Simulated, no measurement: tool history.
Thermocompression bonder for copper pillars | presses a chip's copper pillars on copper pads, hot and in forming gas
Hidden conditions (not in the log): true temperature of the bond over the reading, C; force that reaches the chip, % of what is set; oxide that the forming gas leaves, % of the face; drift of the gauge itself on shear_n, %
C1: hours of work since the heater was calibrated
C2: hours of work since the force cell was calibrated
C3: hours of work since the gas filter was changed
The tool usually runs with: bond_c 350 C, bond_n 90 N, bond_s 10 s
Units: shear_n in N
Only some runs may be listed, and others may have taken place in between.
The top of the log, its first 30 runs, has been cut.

run 31 day=11.875 | bond_c=339 bond_n=67 bond_s=7 | C1=455 C2=807 C3=335 | shear_n=46.5
run 32 day=12.388 | bond_c=339 bond_n=67 bond_s=7 | C1=463 C2=815 C3=343 | shear_n=47
run 33 day=12.729 | bond_c=339 bond_n=67 bond_s=7 | C1=468 C2=821 C3=348 | shear_n=47.2
run 34 day=13.071 | bond_c=339 bond_n=67 bond_s=7 | C1=474 C2=826 C3=354 | shear_n=47.3
run 35 day=13.546 | bond_c=350 bond_n=65 bond_s=10 | C1=481 C2=833 C3=361 | shear_n=57.1
run 36 day=13.967 | bond_c=350 bond_n=65 bond_s=10 | C1=488 C2=840 C3=368 | shear_n=56.8
run 37 day=14.3 | bond_c=350 bond_n=65 bond_s=10 | C1=493 C2=845 C3=373 | shear_n=56
run 38 day=14.717 | bond_c=350 bond_n=63 bond_s=29 | C1=500 C2=852 C3=380 | shear_n=78.2

Forecast each of these 5 alternatives for the next run:
-- day=14.871 forming gas filter changed
run A day=15.271 | bond_c=368 bond_n=60 bond_s=8 | C1=508 C2=860 C3=6 | shear_n=?
-- day=14.871 forming gas filter changed
run B day=15.271 | bond_c=330 bond_n=107 bond_s=8 | C1=508 C2=860 C3=6 | shear_n=?
-- day=14.871 forming gas filter changed
run C day=15.271 | bond_c=377 bond_n=90 bond_s=10 | C1=508 C2=860 C3=6 | shear_n=?
-- day=14.871 forming gas filter changed
run D day=15.271 | bond_c=334 bond_n=96 bond_s=20 | C1=508 C2=860 C3=6 | shear_n=?
-- day=14.871 forming gas filter changed
run E day=15.271 | bond_c=350 bond_n=105 bond_s=10 | C1=508 C2=860 C3=6 | shear_n=?

run=A shear_n=56.4
run=B shear_n=73.7
run=C shear_n=91.4
run=D shear_n=86.8
run=E shear_n=86.4
With the hidden condition removed and each run's random variation left untouched, the same runs would have given:
run=A shear_n=56.6
run=B shear_n=73.9
run=C shear_n=91.6
run=D shear_n=87
run=E shear_n=86.6
